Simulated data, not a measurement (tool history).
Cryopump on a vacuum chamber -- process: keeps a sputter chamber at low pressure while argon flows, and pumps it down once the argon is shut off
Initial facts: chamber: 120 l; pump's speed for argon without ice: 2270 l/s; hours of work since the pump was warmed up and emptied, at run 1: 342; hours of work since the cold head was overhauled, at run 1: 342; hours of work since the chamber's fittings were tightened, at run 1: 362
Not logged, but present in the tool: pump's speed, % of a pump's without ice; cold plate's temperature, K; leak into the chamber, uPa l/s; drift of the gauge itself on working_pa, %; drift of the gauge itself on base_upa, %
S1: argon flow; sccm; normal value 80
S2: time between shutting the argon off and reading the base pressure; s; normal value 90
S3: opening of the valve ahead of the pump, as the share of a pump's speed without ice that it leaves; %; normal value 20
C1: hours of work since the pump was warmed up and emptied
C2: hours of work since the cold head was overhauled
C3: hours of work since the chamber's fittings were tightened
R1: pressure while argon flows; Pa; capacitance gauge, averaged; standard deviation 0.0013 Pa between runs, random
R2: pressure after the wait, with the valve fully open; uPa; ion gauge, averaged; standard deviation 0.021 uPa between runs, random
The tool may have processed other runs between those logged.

run   hour   S1   S2  S3   C1   C2   C3      R1    R2
  1    0.0   80   90  20  342  342  362  0.3219  0.63
  2   15.3   80   90  20  349  349  370  0.3242  0.65
  3   31.5   43   90  20  357  357  378  0.1735  0.64
  4   51.5   46   90  20  367  367  388  0.1869  0.61
      76.8  -- pump warmed up, emptied and cooled again
  5   78.6   42   90  20    1  379  399  0.1570  0.56
  6   92.1   42   90  20    8  385  405  0.1574  0.55
  7  124.8   42   90  20   24  402  422  0.1567  0.58
  8  145.0   80   90  20   34  412  432  0.2992  0.60
  9  175.2   80   90  20   49  427  447  0.3024  0.56
 10  195.5   80   76  20   59  437  457  0.3008  0.67
 11  224.3   80   76  20   74  451  471  0.3022  0.64
 12  244.0   80   76  20   84  461  481  0.3053  0.64
 13  275.0   80   76  20   99  477  497  0.3039  0.67
 14  291.5   41  169  27  107  485  505  0.1159  0.42
 15  305.9   48   90  20  114  492  512  0.1836  0.62
 16  321.1   48   90  20  122  500  520  0.1832  0.59
 17  353.3   48   90  20  138  516  536  0.1839  0.61
 18  371.5   55   90  20  147  525  545  0.2107  0.61
 19  398.2   67   28  20  160  538  558  0.2605  1.35
 20  422.2   67   28  20  172  550  570  0.2569  1.33
 21  439.2   67  283  18  181  559  579  0.2889  0.41
 22  455.3  108  126  31  189  567  587  0.2770  0.50
 23  488.6   98   90  15  206  583  603  0.5012  0.63
 24  511.8   98   90  15  217  595  615  0.5030  0.64
 25  545.0   98   90  15  234  611  632  0.5043  0.65
 26  572.3   32   78  15  247  625  645  0.1644  0.71

For some of the steps in R1 from one run to the next: how much would appear even if the tool had no hidden state, given the settings, what came in and random variation, and how much remains for the hidden state plus any gauge scatter that the measured result and the result without hidden state don't share?
Run 4 -> 5: S1 46 -> 42, pump warmed up, emptied and cooled again. R1 -0.0299 Pa: hidden state -0.0146, all else -0.0153.
Run 22 -> 23: S1 108 -> 98, S2 126 -> 90, S3 31 -> 15. R1 +0.2242 Pa: hidden state -0.0002, all else +0.2244.
Run 25 -> 26: S1 98 -> 32, S2 90 -> 78. R1 -0.3399 Pa: hidden state -0.0121, all else -0.3278.

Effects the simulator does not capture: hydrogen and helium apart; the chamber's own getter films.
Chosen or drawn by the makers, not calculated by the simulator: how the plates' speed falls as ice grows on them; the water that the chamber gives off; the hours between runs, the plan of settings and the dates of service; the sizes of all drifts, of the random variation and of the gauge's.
